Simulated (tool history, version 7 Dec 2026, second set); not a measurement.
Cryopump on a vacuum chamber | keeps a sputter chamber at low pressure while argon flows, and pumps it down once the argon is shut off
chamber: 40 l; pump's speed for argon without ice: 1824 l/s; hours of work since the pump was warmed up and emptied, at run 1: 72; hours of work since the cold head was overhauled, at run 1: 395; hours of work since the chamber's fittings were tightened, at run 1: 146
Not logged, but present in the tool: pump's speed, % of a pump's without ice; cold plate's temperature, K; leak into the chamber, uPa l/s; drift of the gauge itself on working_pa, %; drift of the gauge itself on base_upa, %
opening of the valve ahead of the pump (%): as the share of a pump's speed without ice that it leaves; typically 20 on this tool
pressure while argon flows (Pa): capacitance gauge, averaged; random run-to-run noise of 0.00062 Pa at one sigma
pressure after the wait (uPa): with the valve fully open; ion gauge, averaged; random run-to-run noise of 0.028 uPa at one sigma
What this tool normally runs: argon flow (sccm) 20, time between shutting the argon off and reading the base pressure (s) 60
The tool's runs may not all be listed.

run,hour,argon flow (sccm),time between shutting the argon off and reading the base pressure (s),opening of the valve ahead of the pump (%),hours of work since the pump was warmed up and emptied,hours of work since the cold head was overhauled,hours of work since the chamber's fittings were tightened,pressure while argon flows (Pa),pressure after the wait (uPa)
1,0.0,20,60,20,72,395,146,0.0944,1.39
2,8.5,20,60,20,78,401,152,0.0960,1.44
3,23.6,20,60,20,89,412,163,0.0943,1.50
4,38.4,20,60,20,100,423,174,0.0955,1.47
5,51.7,20,60,20,110,433,184,0.0944,1.45
6,59.0,20,60,20,116,439,190,0.0950,1.46
7,70.8,20,60,20,124,447,198,0.0947,1.46
8,78.5,20,60,20,130,453,204,0.0951,1.45
9,87.2,20,60,20,137,460,211,0.0958,1.47
10,97.1,20,60,20,144,467,218,0.0956,1.48
11,105.4,20,60,20,150,473,224,0.0961,1.42
12,115.4,20,60,20,158,481,232,0.0951,1.50
13,126.2,20,60,20,166,489,240,0.0967,1.51
14,141.5,20,60,20,177,500,251,0.0966,1.54
15,153.3,20,60,20,186,509,260,0.0974,1.50
16,164.6,20,60,20,194,517,268,0.0974,1.52
17,174.5,20,60,20,202,525,276,0.0973,1.56
18,185.9,20,60,20,210,533,284,0.0978,1.55
19,196.6,20,60,42,218,541,292,0.0501,1.56
20,208.8,23,264,51,227,550,301,0.0468,0.76
21,217.0,21,44,20,233,556,307,0.1022,2.02
22,225.5,21,44,20,240,563,314,0.1030,1.98
23,232.8,21,44,20,245,568,319,0.1029,1.98
24,245.3,21,44,20,254,577,328,0.1036,2.05
25,251.8,20,93,20,259,582,333,0.0991,1.25
26,262.5,23,117,20,267,590,341,0.1141,1.06
27,271.5,29,202,25,274,597,348,0.1168,0.88
28,277.9,29,180,25,279,602,353,0.1181,0.89
29,285.3,29,180,25,284,607,358,0.1174,0.89
30,292.3,32,180,58,289,612,363,0.0633,0.93
31,306.9,32,180,58,300,623,374,0.0626,0.92

What would each run have given without the hidden state, its run-to-run variation left as it was?
run,pressure while argon flows (Pa),pressure after the wait (uPa)
1,0.0930,1.27
2,0.0944,1.31
3,0.0926,1.36
4,0.0935,1.32
5,0.0922,1.29
6,0.0926,1.29
7,0.0921,1.29
8,0.0924,1.27
9,0.0930,1.28
10,0.0926,1.29
11,0.0929,1.23
12,0.0917,1.29
13,0.0931,1.29
14,0.0927,1.31
15,0.0933,1.27
16,0.0931,1.27
17,0.0927,1.30
18,0.0930,1.28
19,0.0451,1.28
20,0.0407,0.46
21,0.0965,1.72
22,0.0971,1.67
23,0.0969,1.66
24,0.0973,1.72
25,0.0929,0.92
26,0.1066,0.71
27,0.1071,0.52
28,0.1081,0.53
29,0.1073,0.52
30,0.0517,0.54
31,0.0506,0.52
